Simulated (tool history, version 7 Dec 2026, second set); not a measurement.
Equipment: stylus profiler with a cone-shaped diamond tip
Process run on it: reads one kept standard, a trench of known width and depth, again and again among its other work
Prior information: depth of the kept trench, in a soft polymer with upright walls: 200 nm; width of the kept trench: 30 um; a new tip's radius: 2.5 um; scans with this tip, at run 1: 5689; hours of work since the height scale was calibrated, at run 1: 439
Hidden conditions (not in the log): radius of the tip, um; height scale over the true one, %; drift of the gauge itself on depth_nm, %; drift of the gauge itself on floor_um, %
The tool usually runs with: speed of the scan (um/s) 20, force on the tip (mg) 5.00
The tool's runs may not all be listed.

| run | day | speed of the scan (um/s) | force on the tip (mg) | scans with this tip | hours of work since the height scale was calibrated | depth of the trench (nm) | width of the trench's floor (µm) |
|---|---|---|---|---|---|---|---|
| 1 | 0.000 | 20 | 5.00 | 5689 | 439 | 201.63 | 27.64 |
| 2 | 0.646 | 20 | 4.46 | 5810 | 448 | 201.46 | 27.64 |
| 3 | 1.642 | 20 | 4.46 | 5998 | 463 | 201.51 | 27.66 |
| 4 | 2.438 | 20 | 4.46 | 6147 | 474 | 201.49 | 27.62 |
| 5 | 3.017 | 20 | 5.00 | 6256 | 483 | 201.66 | 27.69 |
| 6 | 3.567 | 23 | 5.00 | 6359 | 491 | 201.69 | 27.64 |
| 7 | 4.042 | 23 | 5.00 | 6449 | 498 | 201.64 | 27.65 |
| 8 | 5.054 | 29 | 5.00 | 6639 | 512 | 201.62 | 27.61 |
| 9 | 5.771 | 20 | 5.00 | 6774 | 523 | 201.62 | 27.68 |
| 10 | 6.667 | 20 | 5.00 | 6942 | 536 | 201.61 | 27.59 |
| 11 | 7.546 | 20 | 5.00 | 7108 | 548 | 201.60 | 27.57 |
| 12 | 8.646 | 20 | 5.00 | 7314 | 564 | 201.61 | 27.56 |
| 13 | 9.329 | 8 | 5.00 | 7443 | 574 | 201.64 | 27.59 |
| 14 | 10.288 | 20 | 6.34 | 7623 | 588 | 201.92 | 27.58 |
| 15 | 11.442 | 20 | 6.34 | 7840 | 605 | 201.85 | 27.56 |
| 16 | 12.033 | 23 | 10.76 | 7952 | 614 | 202.88 | 27.51 |
| 17 | 12.717 | 20 | 2.72 | 8080 | 623 | 200.85 | 27.57 |
| 18 | 13.812 | 20 | 2.72 | 8286 | 639 | 200.99 | 27.51 |
| 19 | 14.625 | 12 | 2.96 | 8439 | 651 | 200.88 | 27.53 |
| 20 | 15.254 | 12 | 2.96 | 8557 | 660 | 200.90 | 27.48 |
| 21 | 15.908 | 37 | 5.00 | 8680 | 670 | 201.51 | 27.48 |
| 22 | 16.812 | 37 | 5.00 | 8850 | 683 | 201.53 | 27.47 |
| 23 | 17.562 | 51 | 6.89 | 8991 | 694 | 201.99 | 27.43 |
| 24 | 18.142 | 28 | 5.49 | 9100 | 702 | 201.63 | 27.49 |
| 25 | 18.775 | 28 | 5.49 | 9219 | 711 | 201.60 | 27.52 |
| 26 | 19.896 | 65 | 4.84 | 9429 | 728 | 201.42 | 27.44 |
| 27 | 20.675 | 23 | 11.39 | 9576 | 739 | 202.86 | 27.51 |
| 28 | 21.229 | 11 | 12.44 | 9681 | 747 | 203.16 | 27.47 |
| 29 | 22.158 | 13 | 7.49 | 9855 | 760 | 202.10 | 27.45 |
| 30 | 22.804 | 13 | 7.49 | 9976 | 770 | 202.03 | 27.45 |

Consider 4 possible next runs. They are alternatives, not a sequence: every one starts from the tool as it was left by run 30. What does each give?
| A | 23.533 | 7 | 8.87 | 10114 | 780 | ? | ? |
| B | 23.533 | 20 | 2.56 | 10114 | 780 | ? | ? |
| C | 23.533 | 38 | 3.70 | 10114 | 780 | ? | ? |
| D | 23.533 | 20 | 9.69 | 10114 | 780 | ? | ? |

| run | depth of the trench (nm) | width of the trench's floor (µm) |
|---|---|---|
| A | 202.35 | 27.46 |
| B | 200.76 | 27.45 |
| C | 201.09 | 27.40 |
| D | 202.53 | 27.47 |
Had the tool no hidden state, the same runs would have come out as:
| run | depth of the trench (nm) | width of the trench's floor (µm) |
|---|---|---|
| A | 202.94 | 28.00 |
| B | 201.34 | 27.99 |
| C | 201.67 | 27.93 |
| D | 203.12 | 28.00 |
